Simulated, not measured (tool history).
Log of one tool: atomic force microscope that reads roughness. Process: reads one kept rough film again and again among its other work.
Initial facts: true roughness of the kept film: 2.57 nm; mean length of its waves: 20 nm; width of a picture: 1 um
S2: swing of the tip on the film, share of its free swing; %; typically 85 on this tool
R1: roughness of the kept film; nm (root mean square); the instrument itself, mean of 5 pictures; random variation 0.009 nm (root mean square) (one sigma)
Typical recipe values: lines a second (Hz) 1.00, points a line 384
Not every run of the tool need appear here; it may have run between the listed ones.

run 1 day=0.000 | lines_a_second_(Hz)=1.00 S2=85 points_a_line=384 | R1=1.797
-- day=0.904 new tip fitted
run 2 day=1.508 | lines_a_second_(Hz)=1.00 S2=85 points_a_line=384 | R1=1.946
run 3 day=3.304 | lines_a_second_(Hz)=1.00 S2=85 points_a_line=384 | R1=1.859
-- day=5.271 new tip fitted
run 4 day=5.296 | lines_a_second_(Hz)=1.00 S2=85 points_a_line=384 | R1=2.007
run 5 day=7.312 | lines_a_second_(Hz)=1.00 S2=85 points_a_line=384 | R1=1.898
run 6 day=9.233 | lines_a_second_(Hz)=1.00 S2=85 points_a_line=384 | R1=1.778
-- day=9.717 new tip fitted
run 7 day=10.675 | lines_a_second_(Hz)=1.00 S2=85 points_a_line=384 | R1=1.939
run 8 day=12.471 | lines_a_second_(Hz)=1.00 S2=85 points_a_line=327 | R1=1.832
run 9 day=13.862 | lines_a_second_(Hz)=1.00 S2=85 points_a_line=327 | R1=1.759
-- day=14.062 new tip fitted
run 10 day=15.088 | lines_a_second_(Hz)=1.29 S2=85 points_a_line=384 | R1=1.888
run 11 day=17.038 | lines_a_second_(Hz)=1.29 S2=85 points_a_line=384 | R1=1.802
-- day=18.538 new tip fitted
run 12 day=18.538 | lines_a_second_(Hz)=1.29 S2=85 points_a_line=384 | R1=1.953
run 13 day=19.429 | lines_a_second_(Hz)=1.29 S2=85 points_a_line=384 | R1=1.906
run 14 day=21.021 | lines_a_second_(Hz)=1.29 S2=85 points_a_line=384 | R1=1.821
run 15 day=22.350 | lines_a_second_(Hz)=1.00 S2=85 points_a_line=384 | R1=1.800
-- day=22.912 new tip fitted
run 16 day=24.383 | lines_a_second_(Hz)=1.00 S2=85 points_a_line=384 | R1=1.930
run 17 day=26.038 | lines_a_second_(Hz)=1.00 S2=61 points_a_line=384 | R1=1.972
-- day=27.312 new tip fitted
run 18 day=27.946 | lines_a_second_(Hz)=1.00 S2=61 points_a_line=384 | R1=2.122
run 19 day=29.867 | lines_a_second_(Hz)=1.00 S2=85 points_a_line=384 | R1=1.863
run 20 day=31.383 | lines_a_second_(Hz)=1.00 S2=85 points_a_line=384 | R1=1.799
-- day=31.675 new tip fitted
run 21 day=33.050 | lines_a_second_(Hz)=1.00 S2=85 points_a_line=384 | R1=1.904
run 22 day=34.867 | lines_a_second_(Hz)=1.00 S2=85 points_a_line=456 | R1=1.814
-- day=36.050 new tip fitted
run 23 day=36.896 | lines_a_second_(Hz)=1.00 S2=85 points_a_line=384 | R1=1.930
run 24 day=38.904 | lines_a_second_(Hz)=1.00 S2=85 points_a_line=384 | R1=1.831
run 25 day=39.946 | lines_a_second_(Hz)=1.33 S2=86 points_a_line=443 | R1=1.715
-- day=40.408 new tip fitted
run 26 day=40.954 | lines_a_second_(Hz)=1.33 S2=86 points_a_line=443 | R1=1.893
run 27 day=41.858 | lines_a_second_(Hz)=1.33 S2=86 points_a_line=443 | R1=1.831
run 28 day=43.442 | lines_a_second_(Hz)=1.00 S2=85 points_a_line=432 | R1=1.846
-- day=44.779 new tip fitted
run 29 day=45.138 | lines_a_second_(Hz)=1.00 S2=85 points_a_line=432 | R1=1.983
run 30 day=47.192 | lines_a_second_(Hz)=2.39 S2=65 points_a_line=384 | R1=1.893
run 31 day=48.767 | lines_a_second_(Hz)=2.39 S2=65 points_a_line=384 | R1=1.820
-- day=49.162 new tip fitted
run 32 day=49.688 | lines_a_second_(Hz)=1.82 S2=81 points_a_line=384 | R1=1.869
run 33 day=51.617 | lines_a_second_(Hz)=1.27 S2=76 points_a_line=384 | R1=1.894
run 34 day=53.046 | lines_a_second_(Hz)=2.24 S2=65 points_a_line=338 | R1=1.807
-- day=53.596 new tip fitted
run 35 day=54.917 | lines_a_second_(Hz)=1.31 S2=66 points_a_line=357 | R1=2.020
run 36 day=56.954 | lines_a_second_(Hz)=2.75 S2=69 points_a_line=851 | R1=1.791
-- day=58.033 new tip fitted
run 37 day=58.812 | lines_a_second_(Hz)=0.91 S2=56 points_a_line=260 | R1=2.069
run 38 day=60.658 | lines_a_second_(Hz)=0.91 S2=56 points_a_line=260 | R1=1.958
run 39 day=62.225 | lines_a_second_(Hz)=0.91 S2=56 points_a_line=260 | R1=1.875
-- day=62.458 new tip fitted
run 40 day=63.329 | lines_a_second_(Hz)=0.91 S2=56 points_a_line=315 | R1=2.072
run 41 day=65.142 | lines_a_second_(Hz)=0.93 S2=60 points_a_line=315 | R1=1.944
run 42 day=66.058 | lines_a_second_(Hz)=1.36 S2=60 points_a_line=315 | R1=1.892
-- day=66.904 new tip fitted
run 43 day=67.554 | lines_a_second_(Hz)=0.54 S2=72 points_a_line=315 | R1=2.075
run 44 day=69.183 | lines_a_second_(Hz)=0.54 S2=68 points_a_line=315 | R1=1.988
run 45 day=70.833 | lines_a_second_(Hz)=0.54 S2=68 points_a_line=396 | R1=1.921
-- day=71.408 new tip fitted
run 46 day=72.383 | lines_a_second_(Hz)=1.21 S2=85 points_a_line=795 | R1=1.913

3 ways to go on from here, each from the tool as it stands after run 46. What would each give?
run A day=74.392 | lines_a_second_(Hz)=2.91 S2=85 points_a_line=795 | R1=?
run B day=74.392 | lines_a_second_(Hz)=1.00 S2=63 points_a_line=384 | R1=?
run C day=74.392 | lines_a_second_(Hz)=2.91 S2=81 points_a_line=731 | R1=?

run=A R1=1.546
run=B R1=1.958
run=C R1=1.622
Take away the tool's hidden state, keep each run's random variation, and the runs would have read:
run=A R1=1.709
run=B R1=2.165
run=C R1=1.793
